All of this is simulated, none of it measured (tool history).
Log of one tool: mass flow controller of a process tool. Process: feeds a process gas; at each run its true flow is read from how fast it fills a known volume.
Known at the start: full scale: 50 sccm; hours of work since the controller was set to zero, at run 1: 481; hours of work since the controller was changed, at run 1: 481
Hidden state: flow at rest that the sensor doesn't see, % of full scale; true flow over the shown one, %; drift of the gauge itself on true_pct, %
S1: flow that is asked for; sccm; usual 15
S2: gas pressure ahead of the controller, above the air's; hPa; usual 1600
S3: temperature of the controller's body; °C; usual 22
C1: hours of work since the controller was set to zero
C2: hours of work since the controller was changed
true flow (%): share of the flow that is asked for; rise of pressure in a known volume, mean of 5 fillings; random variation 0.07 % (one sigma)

Run 1, day 0.000: usual settings; C1 481; C2 481. Result: true flow (%) 100.14.
Run 2, day 6.688: usual settings; C1 607; C2 607. Result: true flow (%) 100.20.
Run 3, day 9.679: usual settings but S3 31 °C; C1 663; C2 663. Result: true flow (%) 99.56.
Run 4, day 15.592: usual settings but S3 31 °C; C1 774; C2 774. Result: true flow (%) 99.75.
Run 5, day 21.912: usual settings but S3 31 °C; C1 892; C2 892. Result: true flow (%) 99.80.
Run 6, day 27.717: usual settings but S3 31 °C; C1 1001; C2 1001. Result: true flow (%) 99.93.
Run 7, day 31.717: usual settings but S3 34 °C; C1 1076; C2 1076. Result: true flow (%) 99.78.
Run 8, day 35.708: usual settings; C1 1150; C2 1150. Result: true flow (%) 100.57.
Run 9, day 38.858: usual settings; C1 1210; C2 1210. Result: true flow (%) 100.49.
Run 10, day 44.271: usual settings; C1 1311; C2 1311. Result: true flow (%) 100.65.
Run 11, day 47.083: usual settings; C1 1364; C2 1364. Result: true flow (%) 100.75.
Run 12, day 52.538: usual settings but S2 2190 hPa; C1 1466; C2 1466. Result: true flow (%) 100.40.
Run 13, day 55.492: usual settings but S2 2060 hPa; C1 1521; C2 1521. Result: true flow (%) 100.48.
Run 14, day 58.471: usual settings but S1 14 sccm, S2 2480 hPa, S3 29 °C; C1 1577; C2 1577. Result: true flow (%) 99.83.
Run 15, day 61.162: usual settings but S1 45 sccm, S2 2480 hPa, S3 21 °C; C1 1627; C2 1627. Result: true flow (%) 100.80.
Run 16, day 67.238: usual settings but S2 1460 hPa, S3 36 °C; C1 1741; C2 1741. Result: true flow (%) 100.25.
Run 17, day 70.875: usual settings but S2 1500 hPa; C1 1809; C2 1809. Result: true flow (%) 101.05.
Run 18, day 74.754: usual settings but S1 10 sccm; C1 1882; C2 1882. Result: true flow (%) 101.37.
Run 19, day 77.450: usual settings but S1 46 sccm, S2 1780 hPa, S3 38 °C; C1 1933; C2 1933. Result: true flow (%) 100.42.
Run 20, day 83.908: usual settings but S1 25 sccm, S3 39 °C; C1 2054; C2 2054. Result: true flow (%) 100.14.
Run 21, day 90.125: usual settings but S3 24 °C; C1 2170; C2 2170. Result: true flow (%) 101.31.
Run 22, day 96.167: usual settings but S2 1790 hPa, S3 27 °C; C1 2283; C2 2283. Result: true flow (%) 101.05.
Run 23, day 100.517: usual settings but S1 38 sccm, S2 1410 hPa, S3 37 °C; C1 2365; C2 2365. Result: true flow (%) 100.80.
Run 24, day 105.321: usual settings but S1 23 sccm, S2 1720 hPa, S3 26 °C; C1 2455; C2 2455. Result: true flow (%) 101.07.
Run 25, day 108.321: usual settings but S1 23 sccm, S2 1720 hPa, S3 26 °C; C1 2511; C2 2511. Result: true flow (%) 101.07.
Run 26, day 111.275: usual settings but S1 22 sccm, S2 1810 hPa, S3 27 °C; C1 2566; C2 2566. Result: true flow (%) 101.08.

5 ways to go on from here, each from the tool as it stands after run 26. What would each give?
Run A, day 115.296: usual settings but S1 18 sccm, S2 1810 hPa, S3 27 °C; C1 2642; C2 2642. Result: true flow (%) ?.
Run B, day 115.296: usual settings but S1 5 sccm, S2 1460 hPa, S3 27 °C; C1 2642; C2 2642. Result: true flow (%) ?.
Run C, day 115.296: usual settings but S3 29 °C; C1 2642; C2 2642. Result: true flow (%) ?.
Run D, day 115.296: usual settings but S1 12 sccm, S2 1910 hPa, S3 34 °C; C1 2642; C2 2642. Result: true flow (%) ?.
Run E, day 115.296: usual settings but S1 6 sccm, S3 20 °C; C1 2642; C2 2642. Result: true flow (%) ?.

run  true flow (%)
  A         100.99
  B         103.94
  C         101.31
  D         101.10
  E         103.58
Without the tool's hidden state the same runs would have given:
run  true flow (%)
  A          98.84
  B          98.76
  C          98.92
  D          98.36
  E          99.10

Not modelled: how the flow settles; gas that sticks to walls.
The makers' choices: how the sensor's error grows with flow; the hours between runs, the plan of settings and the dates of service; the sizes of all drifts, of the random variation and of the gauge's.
